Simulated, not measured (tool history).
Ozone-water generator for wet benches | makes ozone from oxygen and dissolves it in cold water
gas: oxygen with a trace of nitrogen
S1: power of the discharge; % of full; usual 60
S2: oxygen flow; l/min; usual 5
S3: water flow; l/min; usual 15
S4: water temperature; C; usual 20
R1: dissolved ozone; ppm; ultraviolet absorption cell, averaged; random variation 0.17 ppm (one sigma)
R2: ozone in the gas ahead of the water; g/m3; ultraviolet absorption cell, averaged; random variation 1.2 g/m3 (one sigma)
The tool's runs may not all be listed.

run 1 hour=0 | S1=60 S2=5 S3=15 S4=20 | R1=21 R2=204.1
run 2 hour=137.3 | S1=60 S2=5 S3=15 S4=20 | R1=20.5 R2=202.4
run 3 hour=228.1 | S1=75 S2=5 S3=15 S4=20 | R1=23.9 R2=233.5
run 4 hour=373.9 | S1=75 S2=5.82 S3=15 S4=20 | R1=23.4 R2=212.1
run 5 hour=470.4 | S1=60 S2=5 S3=11 S4=20 | R1=25.4 R2=200.5
run 6 hour=630.9 | S1=60 S2=5 S3=11 S4=13 | R1=29.1 R2=200.2
run 7 hour=719.6 | S1=60 S2=5 S3=13 S4=20 | R1=22.7 R2=198.2
run 8 hour=827.1 | S1=60 S2=5 S3=13 S4=20 | R1=22.5 R2=199.2
run 9 hour=952.7 | S1=60 S2=5 S3=13 S4=20 | R1=22.8 R2=197.8
run 10 hour=1069.3 | S1=90 S2=5 S3=15 S4=20 | R1=25.8 R2=256.1
run 11 hour=1245.7 | S1=90 S2=5 S3=15 S4=20 | R1=26.1 R2=255.5
run 12 hour=1380.8 | S1=90 S2=5 S3=15 S4=20 | R1=26.4 R2=253.2
run 13 hour=1555 | S1=90 S2=5 S3=15 S4=20 | R1=25.8 R2=252
run 14 hour=1647.1 | S1=90 S2=5 S3=15 S4=20 | R1=25.6 R2=251.6
run 15 hour=1748 | S1=94 S2=5 S3=15 S4=20 | R1=26.2 R2=258.8
run 16 hour=1918 | S1=94 S2=5 S3=15 S4=20 | R1=26.4 R2=258.4
run 17 hour=2090 | S1=94 S2=5 S3=15 S4=20 | R1=25.9 R2=257.6
run 18 hour=2214 | S1=94 S2=5 S3=15 S4=20 | R1=25.8 R2=256.9
run 19 hour=2353.3 | S1=94 S2=5 S3=15 S4=20 | R1=25.9 R2=254.3
run 20 hour=2430.2 | S1=98 S2=5 S3=15 S4=20 | R1=26.5 R2=262.9
run 21 hour=2513.9 | S1=60 S2=4.42 S3=19 S4=12 | R1=18.2 R2=206.2
run 22 hour=2656 | S1=54 S2=4.42 S3=13 S4=23 | R1=19.4 R2=193.5
run 23 hour=2736.4 | S1=57 S2=6.89 S3=11 S4=19 | R1=21.9 R2=153.1
run 24 hour=2902.5 | S1=60 S2=3.05 S3=24 S4=20 | R1=12.7 R2=256.9
run 25 hour=2997.8 | S1=45 S2=5 S3=15 S4=20 | R1=15.7 R2=159.7
run 26 hour=3132.1 | S1=45 S2=5 S3=15 S4=20 | R1=15.8 R2=160.6
-- hour=3214.3 water thermometer calibrated
run 27 hour=3273.6 | S1=45 S2=5 S3=15 S4=20 | R1=15.9 R2=160.6
run 28 hour=3371.5 | S1=85 S2=5 S3=20 S4=20 | R1=18.5 R2=235.5
run 29 hour=3460.3 | S1=85 S2=5 S3=14 S4=20 | R1=24.2 R2=230.4
run 30 hour=3534.7 | S1=85 S2=5 S3=14 S4=20 | R1=23.9 R2=233.5
run 31 hour=3641.4 | S1=60 S2=5.16 S3=11 S4=20 | R1=23 R2=184.5
run 32 hour=3738 | S1=97 S2=5.16 S3=16 S4=18 | R1=24.5 R2=246.9

The same runs without the tool's hidden state, with the same run-to-run variation:
The hidden state here: yield of the discharge, % of new electrodes'; contactor's efficiency, % of a clean one's; true water temperature over the reading, C; drift of the gauge itself on ozone_ppm, %; drift of the gauge itself on gas_g_m3, %.
run=1 R1=23.4 R2=222.9
run=2 R1=23.1 R2=221.6
run=3 R1=27.3 R2=260.2
run=4 R1=26.9 R2=237.3
run=5 R1=28.7 R2=220.8
run=6 R1=33.1 R2=221.4
run=7 R1=25.9 R2=219.5
run=8 R1=25.7 R2=221
run=9 R1=26.1 R2=220
run=10 R1=30.8 R2=295.3
run=11 R1=31.3 R2=296
run=12 R1=31.8 R2=294.4
run=13 R1=31.3 R2=294
run=14 R1=31.2 R2=294.4
run=15 R1=32.2 R2=304.6
run=16 R1=32.6 R2=305.5
run=17 R1=32.2 R2=306.2
run=18 R1=32.2 R2=306.4
run=19 R1=32.4 R2=304.4
run=20 R1=33.4 R2=316.3
run=21 R1=22 R2=236.6
run=22 R1=23.1 R2=220.2
run=23 R1=26.3 R2=175.5
run=24 R1=15.6 R2=296.9
run=25 R1=18.6 R2=179.2
run=26 R1=18.8 R2=180.6
run=27 R1=18.9 R2=181
run=28 R1=23.9 R2=286.1
run=29 R1=31.3 R2=280.8
run=30 R1=31 R2=284.5
run=31 R1=28.4 R2=216.4
run=32 R1=32.4 R2=307.7

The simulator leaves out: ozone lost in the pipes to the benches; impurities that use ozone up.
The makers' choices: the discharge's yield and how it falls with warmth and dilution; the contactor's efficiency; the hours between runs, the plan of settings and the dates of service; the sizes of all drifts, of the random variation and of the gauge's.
